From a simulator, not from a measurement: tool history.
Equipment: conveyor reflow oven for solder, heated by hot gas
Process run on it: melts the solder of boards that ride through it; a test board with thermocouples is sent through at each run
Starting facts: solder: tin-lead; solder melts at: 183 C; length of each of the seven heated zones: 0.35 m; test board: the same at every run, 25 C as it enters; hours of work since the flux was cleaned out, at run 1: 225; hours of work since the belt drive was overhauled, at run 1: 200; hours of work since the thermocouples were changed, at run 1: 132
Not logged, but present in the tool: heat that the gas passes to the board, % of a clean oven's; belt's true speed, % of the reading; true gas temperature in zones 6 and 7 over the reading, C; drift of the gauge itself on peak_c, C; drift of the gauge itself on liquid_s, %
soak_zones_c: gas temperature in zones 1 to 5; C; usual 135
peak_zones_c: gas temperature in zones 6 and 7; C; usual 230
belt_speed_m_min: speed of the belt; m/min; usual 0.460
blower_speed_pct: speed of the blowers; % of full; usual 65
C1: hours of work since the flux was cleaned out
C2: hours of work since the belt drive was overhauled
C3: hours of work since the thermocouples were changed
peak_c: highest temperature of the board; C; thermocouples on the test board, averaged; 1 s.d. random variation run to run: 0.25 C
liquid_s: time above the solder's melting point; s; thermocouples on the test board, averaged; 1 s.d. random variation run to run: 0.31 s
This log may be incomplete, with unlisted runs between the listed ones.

Run 1, hour 0.0: usual settings; C1 225; C2 200; C3 132. Result: peak_c 213.0 C, liquid_s 62.6 s.
Run 2, hour 8.6: usual settings; C1 230; C2 205; C3 138. Result: peak_c 213.2 C, liquid_s 62.7 s.
Run 3, hour 17.6: usual settings but belt_speed_m_min 0.532 m/min; C1 236; C2 211; C3 143. Result: peak_c 207.3 C, liquid_s 47.7 s.
Run 4, hour 28.9: usual settings but belt_speed_m_min 0.539 m/min; C1 243; C2 218; C3 150. Result: peak_c 207.2 C, liquid_s 46.0 s.
Run 5, hour 35.5: usual settings; C1 247; C2 222; C3 154. Result: peak_c 212.5 C, liquid_s 62.7 s.
Run 6, hour 43.3: usual settings; C1 252; C2 227; C3 159. Result: peak_c 212.9 C, liquid_s 62.4 s.
Run 7, hour 56.0: usual settings; C1 260; C2 235; C3 167. Result: peak_c 213.1 C, liquid_s 62.1 s.
Run 8, hour 62.9: usual settings; C1 264; C2 239; C3 172. Result: peak_c 212.8 C, liquid_s 62.4 s.
Run 9, hour 73.5: usual settings but belt_speed_m_min 0.455 m/min; C1 271; C2 245; C3 178. Result: peak_c 213.0 C, liquid_s 63.8 s.
Run 10, hour 83.4: usual settings but soak_zones_c 143 C; C1 277; C2 252; C3 184. Result: peak_c 214.0 C, liquid_s 67.0 s.
Run 11, hour 93.6: usual settings but belt_speed_m_min 0.428 m/min; C1 283; C2 258; C3 191. Result: peak_c 215.4 C, liquid_s 69.9 s.
Run 12, hour 100.9: usual settings but soak_zones_c 133 C, peak_zones_c 221 C; C1 288; C2 263; C3 195. Result: peak_c 204.7 C, liquid_s 52.0 s.
Run 13, hour 115.0: usual settings but peak_zones_c 242 C, belt_speed_m_min 0.499 m/min; C1 297; C2 271; C3 204. Result: peak_c 219.4 C, liquid_s 63.2 s.
Run 14, hour 127.1: usual settings but soak_zones_c 137 C, peak_zones_c 232 C, blower_speed_pct 54 % of full; C1 304; C2 279; C3 212. Result: peak_c 212.4 C, liquid_s 62.4 s.
Run 15, hour 140.5: usual settings but soak_zones_c 143 C, peak_zones_c 218 C, blower_speed_pct 54 % of full; C1 313; C2 287; C3 220. Result: peak_c 202.2 C, liquid_s 51.6 s.
Run 16, hour 151.9: usual settings but soak_zones_c 143 C, peak_zones_c 218 C, blower_speed_pct 54 % of full; C1 320; C2 294; C3 227. Result: peak_c 202.4 C, liquid_s 51.8 s.
Run 17, hour 165.5: usual settings but soak_zones_c 143 C, peak_zones_c 218 C, blower_speed_pct 54 % of full; C1 328; C2 303; C3 235. Result: peak_c 202.4 C, liquid_s 51.4 s.
Run 18, hour 179.2: usual settings but soak_zones_c 143 C, peak_zones_c 218 C, blower_speed_pct 54 % of full; C1 337; C2 311; C3 244. Result: peak_c 202.0 C, liquid_s 52.1 s.
Run 19, hour 191.5: usual settings but soak_zones_c 139 C, peak_zones_c 228 C, belt_speed_m_min 0.385 m/min, blower_speed_pct 77 % of full; C1 344; C2 319; C3 252. Result: peak_c 217.5 C, liquid_s 85.2 s.
Run 20, hour 198.7: usual settings but soak_zones_c 139 C, peak_zones_c 228 C, belt_speed_m_min 0.385 m/min, blower_speed_pct 77 % of full; C1 349; C2 324; C3 256. Result: peak_c 217.8 C, liquid_s 85.6 s.
Run 21, hour 208.7: usual settings but soak_zones_c 132 C, peak_zones_c 226 C, belt_speed_m_min 0.387 m/min, blower_speed_pct 73 % of full; C1 355; C2 330; C3 262. Result: peak_c 214.4 C, liquid_s 77.7 s.

What if the next run were any one of these 4? Each begins from the tool's condition after run 21:
Run A, hour 216.6: usual settings but peak_zones_c 238 C, belt_speed_m_min 0.457 m/min, blower_speed_pct 69 % of full; C1 360; C2 335; C3 267. Result: peak_c ?, liquid_s ?.
Run B, hour 216.6: usual settings but peak_zones_c 227 C, belt_speed_m_min 0.542 m/min, blower_speed_pct 67 % of full; C1 360; C2 335; C3 267. Result: peak_c ?, liquid_s ?.
Run C, hour 216.6: usual settings but soak_zones_c 132 C, peak_zones_c 226 C, belt_speed_m_min 0.476 m/min, blower_speed_pct 73 % of full; C1 360; C2 335; C3 267. Result: peak_c ?, liquid_s ?.
Run D, hour 216.6: usual settings but soak_zones_c 146 C, peak_zones_c 226 C, belt_speed_m_min 0.533 m/min, blower_speed_pct 53 % of full; C1 360; C2 335; C3 267. Result: peak_c ?, liquid_s ?.

run  peak_c  liquid_s
  A   220.0      69.8
  B   204.3      42.7
  C   208.3      54.4
  D   203.9      46.2
Take away the tool's hidden state, keep each run's random variation, and the runs would have read:
run  peak_c  liquid_s
  A   222.3      72.1
  B   207.0      46.6
  C   210.6      57.8
  D   206.0      49.6
